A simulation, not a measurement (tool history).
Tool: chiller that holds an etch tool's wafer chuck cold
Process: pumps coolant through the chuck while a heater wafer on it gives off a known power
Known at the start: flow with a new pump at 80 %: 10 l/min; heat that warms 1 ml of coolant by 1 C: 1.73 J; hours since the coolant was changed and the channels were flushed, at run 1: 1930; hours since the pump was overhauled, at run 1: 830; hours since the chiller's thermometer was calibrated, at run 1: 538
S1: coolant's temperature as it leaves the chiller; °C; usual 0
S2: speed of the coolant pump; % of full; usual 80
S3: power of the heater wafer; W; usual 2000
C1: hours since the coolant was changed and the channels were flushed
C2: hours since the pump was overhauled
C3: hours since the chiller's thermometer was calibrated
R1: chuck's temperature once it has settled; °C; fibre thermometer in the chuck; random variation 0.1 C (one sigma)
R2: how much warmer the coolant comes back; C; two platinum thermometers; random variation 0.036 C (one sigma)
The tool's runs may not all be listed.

run	hour	S1	S2	S3	C1	C2	C3	R1	R2
1	0.0	0	80	2000	1930	830	538	23.3	6.97
2	78.1	0	80	2000	2008	908	616	23.5	6.95
3	154.5	0	80	2000	2084	985	692	23.6	7.03
4	251.3	0	80	2000	2181	1081	789	23.7	6.99
5	312.0	0	80	2000	2242	1142	850	23.7	7.08
6	373.0	7	80	2000	2303	1203	911	30.7	7.00
7	485.9	7	80	2000	2416	1316	1024	30.8	7.05
8	629.2	7	80	2000	2559	1459	1167	31.1	7.02
9	700.2	7	80	2000	2630	1530	1238	31.2	7.02
10	829.3	-1	80	2000	2759	1659	1367	23.4	7.06
11	969.7	-1	80	2000	2900	1800	1507	23.5	7.03
12	1084.7	-1	85	2000	3015	1915	1622	22.5	6.61
13	1177.2	-1	80	2000	3107	2007	1715	23.8	7.12
14	1282.4	0	80	2000	3212	2113	1820	25.1	7.11
15	1372.2	0	86	2000	3302	2202	1910	23.4	6.59
16	1492.1	-1	69	1528	3422	2322	2030	20.7	6.49
17	1631.6	-7	84	1528	3561	2462	2169	11.5	5.15
18	1752.0	-7	84	1528	3682	2582	2290	11.8	5.19
19	1834.8	-2	79	2552	3765	2665	2373	30.9	9.20
20	1955.3	0	66	1206	3885	2785	2493	18.4	5.35
# hour 2010.9: chiller's thermometer calibrated
21	2067.4	0	82	2653	3996	2897	57	32.9	9.27
# hour 2087.8: coolant changed, channels flushed
22	2146.1	0	82	2653	58	2969	129	29.7	9.30
23	2207.8	0	82	2653	120	3031	191	29.8	9.28
24	2331.9	0	74	2000	244	3155	315	24.4	7.89
25	2446.0	0	74	2000	358	3269	429	24.7	7.94
26	2528.4	-8	80	1460	441	3352	512	9.0	5.25
27	2602.2	0	97	1177	514	3425	585	11.9	3.38
28	2696.8	3	80	1124	609	3520	680	16.2	4.11
29	2782.8	3	80	1302	695	3606	766	18.2	4.66

Forecast each of these 5 alternatives for the next run:
A	2880.3	1	91	1903	793	3703	863	?	?
B	2880.3	7	80	2000	793	3703	863	?	?
C	2880.3	3	80	1628	793	3703	863	?	?
D	2880.3	5	80	2200	793	3703	863	?	?
E	2880.3	6	99	1251	793	3703	863	?	?

run	R1	R2
A	21.3	5.98
B	30.5	7.23
C	22.5	5.90
D	30.9	7.93
E	18.7	3.56
Without the tool's hidden state the same runs would have given:
run	R1	R2
A	20.0	5.71
B	28.9	6.91
C	21.2	5.64
D	29.2	7.58
E	17.8	3.41

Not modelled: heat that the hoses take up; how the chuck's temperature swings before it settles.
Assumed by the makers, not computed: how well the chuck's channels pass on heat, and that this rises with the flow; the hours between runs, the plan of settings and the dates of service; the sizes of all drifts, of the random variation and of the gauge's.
